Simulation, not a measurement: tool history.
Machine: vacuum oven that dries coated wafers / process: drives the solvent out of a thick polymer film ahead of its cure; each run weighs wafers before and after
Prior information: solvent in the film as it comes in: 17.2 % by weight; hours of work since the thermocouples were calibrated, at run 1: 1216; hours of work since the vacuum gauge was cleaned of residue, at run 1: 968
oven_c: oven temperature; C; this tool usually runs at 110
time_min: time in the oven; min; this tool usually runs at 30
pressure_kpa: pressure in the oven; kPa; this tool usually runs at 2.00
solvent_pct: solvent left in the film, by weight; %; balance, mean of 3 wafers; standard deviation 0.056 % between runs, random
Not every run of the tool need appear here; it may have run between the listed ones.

run	hour	oven_c	time_min	pressure_kpa	hours of work since the thermocouples were calibrated	hours of work since the vacuum gauge was cleaned of residue	solvent_pct
1	0.0	110	30	2.00	1216	968	3.18
2	45.9	110	30	2.00	1239	991	3.29
3	94.1	110	30	2.00	1263	1015	3.26
4	142.4	110	30	2.01	1287	1039	3.26
5	195.5	110	30	2.01	1314	1065	3.32
6	227.5	110	30	2.00	1330	1081	3.33
7	269.7	110	30	2.00	1351	1102	3.33
8	335.9	110	30	2.00	1384	1135	3.49
9	398.0	110	30	2.00	1414	1166	3.36
# hour 404.0: oven's thermocouples calibrated
10	435.8	110	30	2.00	16	1184	3.77
11	478.4	95	30	2.00	37	1205	8.65
12	535.0	95	30	2.00	65	1233	8.69
13	591.2	95	30	2.00	93	1261	8.68
14	650.5	110	20	2.00	123	1291	5.46
# hour 667.0: oven's thermocouples calibrated, once more
15	701.5	107	48	1.76	17	1315	2.07
16	776.0	102	36	1.76	54	1352	3.94
17	820.1	115	33	1.54	76	1374	1.42
18	891.0	115	33	1.54	111	1410	1.52
19	940.3	101	27	2.00	136	1434	5.74
20	990.8	101	27	7.83	161	1459	9.78
21	1040.4	99	39	2.08	186	1484	5.07
22	1104.2	99	39	2.08	218	1516	4.94
23	1143.5	99	32	1.49	237	1535	5.34
24	1204.4	108	33	1.05	267	1566	2.43

How would selected steps in solvent_pct from run to run divide? Give the signed amount a tool lacking its hidden state would still show from settings, what came in and random variation, and the signed amount left for the hidden state, including any gauge scatter that is not in both of the compared results.
What the log doesn't record here: true wafer temperature over the reading, C; true pressure over the reading, kPa; drift of the gauge itself on solvent_pct, %.
Run 10 -> 11: oven_c 110 -> 95. solvent_pct +4.88 %: hidden state +0.48, all else +4.40.
Run 14 -> 15: oven_c 110 -> 107, time_min 20 -> 48, pressure_kpa 2.00 -> 1.76, oven's thermocouples calibrated, once more. solvent_pct -3.39 %: hidden state -1.32, all else -2.07.
Run 20 -> 21: oven_c 101 -> 99, time_min 27 -> 39, pressure_kpa 7.83 -> 2.08. solvent_pct -4.71 %: hidden state +0.07, all else -4.78.
